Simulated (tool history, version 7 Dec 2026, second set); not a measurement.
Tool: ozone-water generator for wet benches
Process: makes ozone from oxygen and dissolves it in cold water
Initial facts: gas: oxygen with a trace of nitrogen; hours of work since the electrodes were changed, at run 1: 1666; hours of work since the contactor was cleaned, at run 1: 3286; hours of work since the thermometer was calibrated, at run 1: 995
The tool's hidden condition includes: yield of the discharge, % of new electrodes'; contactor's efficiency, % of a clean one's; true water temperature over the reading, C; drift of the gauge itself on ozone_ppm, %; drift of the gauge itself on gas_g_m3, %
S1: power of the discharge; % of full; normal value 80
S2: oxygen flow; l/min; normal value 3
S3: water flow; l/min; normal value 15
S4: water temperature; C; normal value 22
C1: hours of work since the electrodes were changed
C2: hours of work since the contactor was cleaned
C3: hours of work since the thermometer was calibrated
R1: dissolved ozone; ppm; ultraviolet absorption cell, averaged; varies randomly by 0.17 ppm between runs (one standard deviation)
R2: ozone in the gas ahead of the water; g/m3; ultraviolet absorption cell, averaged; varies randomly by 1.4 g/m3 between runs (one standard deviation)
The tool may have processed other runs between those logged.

run,hour,S1,S2,S3,S4,C1,C2,C3,R1,R2
1,0,80,3,15,22,1666,3286,995,20.4,263.2
2,63.8,80,3.2,15,22,1714,3334,1044,20.9,254
3,145,80,3,15,21,1776,3396,1106,20.6,260.7
4,204.1,80,3.71,15,22,1821,3441,1150,20.7,238.5
5,283.8,80,3,15,16,1881,3501,1211,21.9,259.6
6,368.8,80,3,15,19,1946,3566,1276,21.1,260.5
7,461,80,3,11,22,2016,3636,1346,25.6,257.3
8,516.1,80,3,11,22,2058,3678,1388,25.7,256.8
9,608.6,80,3,11,22,2128,3748,1458,25.2,256.4
10,696.2,80,3,15,22,2195,3815,1525,19.9,257
11,742.5,80,3,15,22,2230,3850,1560,19.8,254.3
12,829,80,3,15,22,2296,3916,1626,20,255.1
# hour 870.5: contactor cleaned
13,920.8,80,1.64,15,22,2363,38,1692,17.7,327.3
14,983.2,80,1.64,15,22,2410,86,1740,18,326.3
15,1082.2,80,1.64,15,22,2485,161,1815,17.8,326.9
16,1148,80,3,15,22,2535,211,1865,20.6,253.3
17,1241.6,47,3.57,16,17,2607,282,1936,15,166.3
18,1290.2,52,3.86,14,22,2643,319,1973,16.9,173.6
19,1386.4,79,4.36,15,22,2717,392,2046,21.4,214.5
20,1429.9,90,4.36,11,22,2750,425,2079,28.4,237.2
21,1470.7,90,4.36,11,22,2781,456,2110,28.2,234.3

The next listed run, before its measurement:
22,1527.8,50,3,11,21,2824,500,2154,?,?

R1: 19.2 ppm
R2: 186.6 g/m3
With no hidden state in the tool, this same run would have given R1 20.3 ppm, R2 196.1 g/m3.
